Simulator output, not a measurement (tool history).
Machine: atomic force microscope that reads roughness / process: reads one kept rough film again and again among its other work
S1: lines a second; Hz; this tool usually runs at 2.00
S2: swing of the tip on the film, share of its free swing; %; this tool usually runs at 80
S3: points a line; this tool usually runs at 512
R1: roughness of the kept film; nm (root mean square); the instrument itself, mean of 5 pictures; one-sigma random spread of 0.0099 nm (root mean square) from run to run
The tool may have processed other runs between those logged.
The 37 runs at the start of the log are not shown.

Run 38, hour 2012.0: usual settings but S1 0.87 Hz, S2 56 %. Result: R1 2.557 nm (root mean square).
Run 39, hour 2082.5: usual settings but S1 0.87 Hz, S2 56 %. Result: R1 2.422 nm (root mean square).
At hour 2097.6: new tip fitted.
Run 40, hour 2158.2: usual settings but S1 0.87 Hz, S2 62 %, S3 372. Result: R1 2.554 nm (root mean square).
Run 41, hour 2228.6: usual settings but S1 0.87 Hz, S2 62 %, S3 372. Result: R1 2.444 nm (root mean square).
At hour 2236.0: height scale calibrated on a step standard, once more.
At hour 2261.9: new tip fitted.
Run 42, hour 2261.9: usual settings but S1 0.87 Hz, S2 62 %, S3 1020. Result: R1 2.681 nm (root mean square).
Run 43, hour 2331.3: usual settings but S1 0.87 Hz, S2 62 %, S3 1020. Result: R1 2.520 nm (root mean square).
Run 44, hour 2371.7: usual settings but S1 1.37 Hz, S2 74 %, S3 957. Result: R1 2.307 nm (root mean square).
Run 45, hour 2405.0: usual settings but S2 81 %. Result: R1 2.020 nm (root mean square).
At hour 2423.6: new tip fitted.
Run 46, hour 2473.4: usual settings but S2 85 %, S3 381. Result: R1 2.091 nm (root mean square).
Run 47, hour 2519.5: usual settings but S1 1.38 Hz, S2 63 %, S3 381. Result: R1 2.454 nm (root mean square).
Run 48, hour 2574.9: usual settings but S1 0.81 Hz, S2 72 %, S3 966. Result: R1 2.372 nm (root mean square).
At hour 2590.8: new tip fitted.
Run 49, hour 2646.9: usual settings but S2 84 %, S3 291. Result: R1 2.091 nm (root mean square).
Run 50, hour 2691.4: usual settings but S2 84 %, S3 291. Result: R1 2.040 nm (root mean square).
Run 51, hour 2748.9: usual settings but S2 84 %, S3 291. Result: R1 1.949 nm (root mean square).

3 ways to go on from here, each from the tool as it stands after run 51. What would each give?
At hour 2758.3: new tip fitted.
Run A, hour 2798.9: usual settings but S1 1.25 Hz, S2 70 %, S3 291. Result: R1 ?.
At hour 2758.3: new tip fitted.
Run B, hour 2798.9: usual settings but S3 502. Result: R1 ?.
At hour 2758.3: new tip fitted.
Run C, hour 2798.9: usual settings but S1 0.84 Hz, S2 63 %, S3 1004. Result: R1 ?.

run     R1
  A  2.468
  B  2.209
  C  2.581
With the hidden condition removed and each run's random variation left untouched, the same runs would have given:
run     R1
  A  2.533
  B  2.266
  C  2.648

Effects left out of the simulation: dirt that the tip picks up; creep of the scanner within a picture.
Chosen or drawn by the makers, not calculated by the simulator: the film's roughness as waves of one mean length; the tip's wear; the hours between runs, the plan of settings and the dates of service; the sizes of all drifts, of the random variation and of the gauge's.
